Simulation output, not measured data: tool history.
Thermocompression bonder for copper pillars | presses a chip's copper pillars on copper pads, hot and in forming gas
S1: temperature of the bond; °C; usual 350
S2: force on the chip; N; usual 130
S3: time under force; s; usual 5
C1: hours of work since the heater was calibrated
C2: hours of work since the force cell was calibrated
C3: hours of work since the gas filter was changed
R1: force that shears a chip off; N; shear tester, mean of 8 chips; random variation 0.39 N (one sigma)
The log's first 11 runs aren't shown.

| run | hour | S1 | S2 | S3 | C1 | C2 | C3 | R1 |
|---|---|---|---|---|---|---|---|---|
| 12 | 628.9 | 350 | 156 | 3 | 194 | 802 | 172 | 48.5 |
| 13 | 664.1 | 350 | 156 | 3 | 214 | 822 | 192 | 47.7 |
| 14 | 697.8 | 350 | 130 | 5 | 233 | 841 | 212 | 50.1 |
|  | 703.2 | force cell calibrated |
| 15 | 762.9 | 333 | 130 | 5 | 270 | 34 | 248 | 44.1 |
| 16 | 811.2 | 333 | 130 | 5 | 297 | 61 | 275 | 42.9 |
|  | 840.1 | forming gas filter changed |
| 17 | 887 | 323 | 172 | 4 | 340 | 104 | 27 | 47.2 |
| 18 | 920.1 | 323 | 172 | 4 | 359 | 123 | 45 | 48.4 |
| 19 | 968.6 | 371 | 149 | 9 | 386 | 150 | 73 | 78.4 |
| 20 | 1040.1 | 371 | 159 | 9 | 427 | 191 | 114 | 80 |
| 21 | 1116.7 | 371 | 159 | 9 | 470 | 235 | 157 | 78.3 |
| 22 | 1154.3 | 371 | 159 | 9 | 492 | 256 | 178 | 77.7 |
|  | 1166.4 | force cell calibrated, once more |
| 23 | 1201.9 | 327 | 91 | 7 | 518 | 20 | 205 | 34.8 |
| 24 | 1283.9 | 350 | 130 | 5 | 564 | 67 | 251 | 48 |
|  | 1357.6 | forming gas filter changed |
| 25 | 1359.1 | 350 | 130 | 5 | 607 | 109 | 1 | 50.8 |
| 26 | 1405 | 350 | 130 | 5 | 633 | 135 | 27 | 51 |
| 27 | 1482.8 | 350 | 130 | 5 | 677 | 179 | 71 | 49.8 |
| 28 | 1528.7 | 350 | 130 | 5 | 703 | 205 | 97 | 50.3 |
| 29 | 1593.1 | 350 | 130 | 5 | 740 | 242 | 134 | 48.6 |
| 30 | 1640.6 | 350 | 125 | 5 | 767 | 269 | 161 | 46.7 |
| 31 | 1698.6 | 329 | 148 | 5 | 799 | 302 | 194 | 44 |

3 ways to go on from here, each from the tool as it stands after run 31. What would each give?
| A | 1758.1 | 378 | 187 | 6 | 833 | 336 | 227 | ? |
| B | 1758.1 | 354 | 170 | 9 | 833 | 336 | 227 | ? |
| C | 1758.1 | 342 | 121 | 7 | 833 | 336 | 227 | ? |

| run | R1 |
|---|---|
| A | 74.6 |
| B | 69.6 |
| C | 47.2 |
Without the tool's hidden state the same runs would have given:
| run | R1 |
|---|---|
| A | 82.3 |
| B | 77.2 |
| C | 53.1 |
